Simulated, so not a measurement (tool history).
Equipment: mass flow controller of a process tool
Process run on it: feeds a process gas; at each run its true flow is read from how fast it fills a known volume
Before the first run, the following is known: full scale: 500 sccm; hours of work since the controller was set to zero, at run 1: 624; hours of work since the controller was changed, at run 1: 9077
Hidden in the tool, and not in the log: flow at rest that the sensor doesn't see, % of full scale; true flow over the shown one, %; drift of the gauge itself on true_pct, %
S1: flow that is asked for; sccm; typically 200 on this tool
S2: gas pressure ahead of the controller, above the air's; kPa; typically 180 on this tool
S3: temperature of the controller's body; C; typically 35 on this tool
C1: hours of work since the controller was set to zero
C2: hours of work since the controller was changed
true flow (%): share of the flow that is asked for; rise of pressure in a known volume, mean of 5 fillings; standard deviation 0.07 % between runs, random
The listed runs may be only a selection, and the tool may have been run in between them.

run 1 hour=0 | S1=200 S2=180 S3=35 | C1=624 C2=9077 | true_flow_(%)=99.21
run 2 hour=329.5 | S1=200 S2=180 S3=21 | C1=885 C2=9338 | true_flow_(%)=99.65
run 3 hour=507.1 | S1=68 S2=180 S3=35 | C1=1025 C2=9479 | true_flow_(%)=98.89
run 4 hour=802 | S1=68 S2=180 S3=35 | C1=1259 C2=9713 | true_flow_(%)=98.95
run 5 hour=1073 | S1=220 S2=180 S3=35 | C1=1474 C2=9927 | true_flow_(%)=99.15
run 6 hour=1222.1 | S1=200 S2=146 S3=35 | C1=1592 C2=10045 | true_flow_(%)=99.27
run 7 hour=1508.6 | S1=200 S2=180 S3=30 | C1=1818 C2=10272 | true_flow_(%)=99.21
run 8 hour=1763.6 | S1=200 S2=180 S3=30 | C1=2020 C2=10474 | true_flow_(%)=99.11
run 9 hour=2101.7 | S1=200 S2=180 S3=37 | C1=2288 C2=10742 | true_flow_(%)=99.16
run 10 hour=2354.8 | S1=200 S2=180 S3=37 | C1=2489 C2=10942 | true_flow_(%)=98.9
run 11 hour=2508.8 | S1=200 S2=180 S3=30 | C1=2610 C2=11064 | true_flow_(%)=99.28
run 12 hour=2862 | S1=93 S2=276 S3=35 | C1=2890 C2=11344 | true_flow_(%)=98.61
run 13 hour=3118.4 | S1=93 S2=276 S3=35 | C1=3093 C2=11547 | true_flow_(%)=98.45
run 14 hour=3288.7 | S1=53 S2=276 S3=33 | C1=3228 C2=11682 | true_flow_(%)=98.43
run 15 hour=3489.4 | S1=156 S2=180 S3=35 | C1=3387 C2=11841 | true_flow_(%)=98.79
run 16 hour=3679.1 | S1=159 S2=180 S3=35 | C1=3537 C2=11991 | true_flow_(%)=98.78
run 17 hour=3861.3 | S1=159 S2=180 S3=38 | C1=3681 C2=12135 | true_flow_(%)=98.73

Consider 5 possible next runs. They are alternatives, not a sequence: every one starts from the tool as it was left by run 17. What does each give?
run A hour=4130.5 | S1=60 S2=164 S3=38 | C1=3895 C2=12348 | true_flow_(%)=?
run B hour=4130.5 | S1=372 S2=254 S3=36 | C1=3895 C2=12348 | true_flow_(%)=?
run C hour=4130.5 | S1=240 S2=151 S3=35 | C1=3895 C2=12348 | true_flow_(%)=?
run D hour=4130.5 | S1=159 S2=240 S3=27 | C1=3895 C2=12348 | true_flow_(%)=?
run E hour=4130.5 | S1=321 S2=192 S3=29 | C1=3895 C2=12348 | true_flow_(%)=?

run=A true_flow_(%)=98.58
run=B true_flow_(%)=98.94
run=C true_flow_(%)=99.1
run=D true_flow_(%)=98.91
run=E true_flow_(%)=99.27
Had the tool no hidden state, the same runs would have come out as:
run=A true_flow_(%)=98.92
run=B true_flow_(%)=99.3
run=C true_flow_(%)=99.46
run=D true_flow_(%)=99.27
run=E true_flow_(%)=99.63

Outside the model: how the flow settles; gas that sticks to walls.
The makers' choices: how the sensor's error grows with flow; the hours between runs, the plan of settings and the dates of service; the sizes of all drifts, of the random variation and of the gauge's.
